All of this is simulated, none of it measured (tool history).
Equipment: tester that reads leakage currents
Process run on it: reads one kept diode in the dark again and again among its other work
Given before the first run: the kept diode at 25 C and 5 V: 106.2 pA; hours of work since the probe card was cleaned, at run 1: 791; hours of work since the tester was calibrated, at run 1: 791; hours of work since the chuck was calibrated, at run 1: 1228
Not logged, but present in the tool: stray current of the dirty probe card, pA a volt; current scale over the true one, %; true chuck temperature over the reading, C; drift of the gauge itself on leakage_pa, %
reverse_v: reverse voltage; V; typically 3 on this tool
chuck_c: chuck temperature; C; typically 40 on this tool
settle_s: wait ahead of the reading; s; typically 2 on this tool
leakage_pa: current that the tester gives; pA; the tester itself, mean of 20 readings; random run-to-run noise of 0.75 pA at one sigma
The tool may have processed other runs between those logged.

run     day  reverse_v  chuck_c  settle_s  hours of work since the probe card was cleaned  hours of work since the tester was calibrated  hours of work since the chuck was calibrated  leakage_pa
  1       0          3       40         2                                             791                                            791                                          1228      238.78
  2   2.146          3       27         2                                             814                                            814                                          1250       91.71
  3   3.404          3       40         2                                             827                                            827                                          1264      239.77
  4   4.838          3       40      0.69                                             842                                            842                                          1279      238.22
  5   7.129          3       40      0.69                                             867                                            867                                          1303      238.94
  6   8.646          3       27      0.69                                             883                                            883                                          1319       92.06
  7  11.079          3       27      0.69                                             909                                            909                                          1345       92.44
  8  13.638          3       27      0.69                                             936                                            936                                          1372       92.12
  9  15.017          3       40         2                                             950                                            950                                          1387      237.18
     16.125  -- chuck's temperature calibrated
 10  18.104          3       40         2                                             982                                            982                                            21      234.13
 11  20.625          3       40         2                                            1009                                           1009                                            48      233.57
 12  23.275          3       40         2                                            1037                                           1037                                            76      234.46
     24.029  -- chuck's temperature calibrated, once more
 13  24.821          3       40         2                                            1053                                           1053                                             8      248.32
 14  27.829          3       40         2                                            1085                                           1085                                            40      247.25
 15  30.525        1.8       40         2                                            1114                                           1114                                            69       189.3
 16  32.975        1.8       40         2                                            1140                                           1140                                            95      188.55
 17  34.292        1.8       57         2                                            1154                                           1154                                           109      590.08
     35.779  -- probe card cleaned and baked
 18  37.188        1.8       25       3.2                                              15                                           1183                                           139       60.86
 19  39.729        1.8       25       3.2                                              42                                           1210                                           166       60.82
 20    42.2      12.69       22      1.05                                              68                                           1236                                           192      138.49
 21  44.946      12.69       22      1.05                                              97                                           1265                                           221       138.1
 22  46.442      12.69       22      1.05                                             113                                           1281                                           237      137.42
 23  48.679       10.8       23      0.54                                             137                                           1305                                           261      138.59
 24  50.308       2.02       20         2                                             154                                           1322                                           278       43.31
 25    52.2        7.1       28      0.35                                             175                                           1343                                           298      163.86
 26  54.946       8.33       54      1.22                                             204                                           1372                                           327     1079.75
 27  57.721       2.27       40      5.49                                             233                                           1401                                           357      208.42
 28  60.121       9.34       25         2                                             259                                           1427                                           382      145.98
 29  62.121          3       36       1.2                                             280                                           1448                                           404      182.06
 30  64.496          3       36       1.2                                             305                                           1473                                           429       182.2
 31  66.317          3       40      8.58                                             325                                           1493                                           448      242.04

Predict each of these 3 candidate next runs independently; none follows another, all start after run 31:
  A  68.708          3       40      2.03                                             350                                           1518                                           474           ?
  B  68.708          3       26      2.14                                             350                                           1518                                           474           ?
  C  68.708          3       40         2                                             350                                           1518                                           474           ?

run  leakage_pa
  A      241.93
  B       85.57
  C      241.64
Had the tool no hidden state, the same runs would have come out as:
run  leakage_pa
  A      249.21
  B       87.84
  C      248.91
